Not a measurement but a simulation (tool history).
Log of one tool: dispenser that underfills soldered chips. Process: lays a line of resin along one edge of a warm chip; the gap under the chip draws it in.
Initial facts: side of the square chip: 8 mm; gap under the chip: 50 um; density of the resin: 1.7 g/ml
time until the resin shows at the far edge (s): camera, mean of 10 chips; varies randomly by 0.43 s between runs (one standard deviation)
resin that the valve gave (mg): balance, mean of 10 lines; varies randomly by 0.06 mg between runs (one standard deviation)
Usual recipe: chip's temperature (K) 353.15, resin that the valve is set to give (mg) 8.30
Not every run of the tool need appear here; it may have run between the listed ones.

run	hour	chip's temperature (K)	resin that the valve is set to give (mg)	time until the resin shows at the far edge (s)	resin that the valve gave (mg)
1	0.0	353.15	8.30	43.9	7.71
# hour 6.6: new syringe of resin
2	12.4	353.15	8.30	40.1	7.53
# hour 21.7: new syringe of resin
3	24.0	353.15	8.30	34.0	7.59
4	34.7	353.15	8.30	53.2	7.35
# hour 37.0: new syringe of resin
5	43.9	353.15	8.30	41.6	7.45
6	51.1	353.15	8.30	53.7	7.32
# hour 52.2: new syringe of resin
# hour 55.1: dispensing valve cleaned and set on the balance
7	63.1	353.15	8.30	44.6	8.33
# hour 67.9: new syringe of resin
8	75.2	353.15	8.30	41.4	8.16
# hour 82.6: new syringe of resin
9	82.7	353.15	8.58	31.1	8.40
10	88.4	353.15	7.13	40.4	7.06
# hour 97.3: new syringe of resin
11	97.9	353.15	7.13	34.3	6.95
12	111.2	353.15	7.13	57.5	6.88
# hour 112.3: new syringe of resin
13	119.4	353.15	7.97	42.2	7.60
# hour 127.0: new syringe of resin
14	131.1	353.15	7.97	36.9	7.60
# hour 141.6: new syringe of resin
15	141.7	353.15	7.97	32.1	7.63
16	151.7	355.15	7.53	44.4	6.95
# hour 156.8: new syringe of resin
17	163.2	355.15	7.53	39.4	6.93
# hour 171.7: new syringe of resin
18	176.2	343.15	7.11	52.8	6.47
19	185.4	342.15	8.28	74.6	7.47
# hour 186.3: new syringe of resin
20	197.9	342.15	9.42	68.8	8.52

The next listed run, before its measurement:
# hour 201.1: new syringe of resin
21	206.0	344.15	9.05	?	?

{"run 21": {"time until the resin shows at the far edge (s)": 49.6, "resin that the valve gave (mg)": 8.2}}
If the tool had no hidden condition, the same run with the same run-to-run variation would have returned time until the resin shows at the far edge (s) 39.0, resin that the valve gave (mg) 9.11.
